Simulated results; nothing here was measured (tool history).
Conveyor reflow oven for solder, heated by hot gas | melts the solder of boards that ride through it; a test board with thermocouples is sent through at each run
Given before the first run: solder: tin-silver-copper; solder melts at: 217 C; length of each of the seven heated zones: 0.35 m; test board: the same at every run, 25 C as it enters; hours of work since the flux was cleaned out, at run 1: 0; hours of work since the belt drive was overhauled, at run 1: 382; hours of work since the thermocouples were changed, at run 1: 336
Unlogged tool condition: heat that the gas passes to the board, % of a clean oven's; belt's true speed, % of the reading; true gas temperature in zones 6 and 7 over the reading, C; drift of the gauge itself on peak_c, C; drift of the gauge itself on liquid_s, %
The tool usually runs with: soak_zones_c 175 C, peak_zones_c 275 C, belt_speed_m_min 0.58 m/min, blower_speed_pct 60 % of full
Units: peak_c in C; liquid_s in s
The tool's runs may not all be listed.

run	hour	soak_zones_c	peak_zones_c	belt_speed_m_min	blower_speed_pct	hours of work since the flux was cleaned out	hours of work since the belt drive was overhauled	hours of work since the thermocouples were changed	peak_c	liquid_s
1	0	175	275	0.58	60	0	382	336	254.5	55.8
2	91.3	175	275	0.58	60	48	430	383	254.4	55.9
3	139.8	175	275	0.58	82	73	455	409	259.6	60.1
4	225.6	162	275	0.58	60	118	500	454	251.5	49.7
5	316.8	162	275	0.58	60	166	548	501	251.1	49.4
6	356.2	162	275	0.58	60	186	569	522	250.8	49.4
7	426.6	175	275	0.668	60	223	605	559	248.2	43.4
8	509.8	175	275	0.668	60	267	649	602	247.9	43.1
9	605.3	175	275	0.668	60	317	699	653	248	43
10	681.4	175	268	0.58	60	357	739	692	247	51.1
11	753.3	175	268	0.58	60	394	776	730	247.6	50.7
# hour 775.6: flux residue cleaned out of gas plates and filters
12	842	175	268	0.58	60	35	820	774	248.2	52.1
# hour 854.8: belt drive overhauled, speed set with a stopwatch
13	885.3	172	283	0.58	60	55	16	794	260.8	60.1
14	970.8	172	267	0.58	73	100	61	839	250.2	54.4
15	1023.3	172	267	0.58	73	128	88	867	250.5	54.5
# hour 1083.3: thermocouples of zones 6 and 7 changed
16	1117.4	172	267	0.58	73	176	136	18	252	55.5
17	1197.5	175	279	0.645	60	218	178	60	255	51.4
18	1236.8	175	281	0.645	82	238	199	80	262.6	56.6
19	1311.6	175	281	0.509	62	277	238	119	265.4	73.6
# hour 1360.8: belt drive overhauled, speed set with a stopwatch, once more
20	1397.5	175	281	0.509	62	320	19	162	264.1	70
21	1463.3	175	281	0.68	62	355	54	197	252.9	44.6
22	1516.3	175	286	0.628	54	382	81	225	256.8	51.5
# hour 1562.3: flux residue cleaned out of gas plates and filters
23	1615.4	175	275	0.48	62	28	131	274	261.1	73.2

Each row is a separate what-if for the run after 23, all from the same tool condition, not one after another. Results?
A	1696.5	175	275	0.463	67	70	173	316	?	?
B	1696.5	175	275	0.58	58	70	173	316	?	?
C	1696.5	175	287	0.474	80	70	173	316	?	?
D	1696.5	175	275	0.48	53	70	173	316	?	?
E	1696.5	175	273	0.48	77	70	173	316	?	?

run	peak_c	liquid_s
A	263.4	77.8
B	253.8	54.6
C	276.4	82.4
D	258.9	71.2
E	262.4	74.8
Had the tool no hidden state, the same runs would have come out as:
run	peak_c	liquid_s
A	264	77.8
B	254.4	54.7
C	277.1	82.2
D	259.5	71.2
E	263.1	74.7
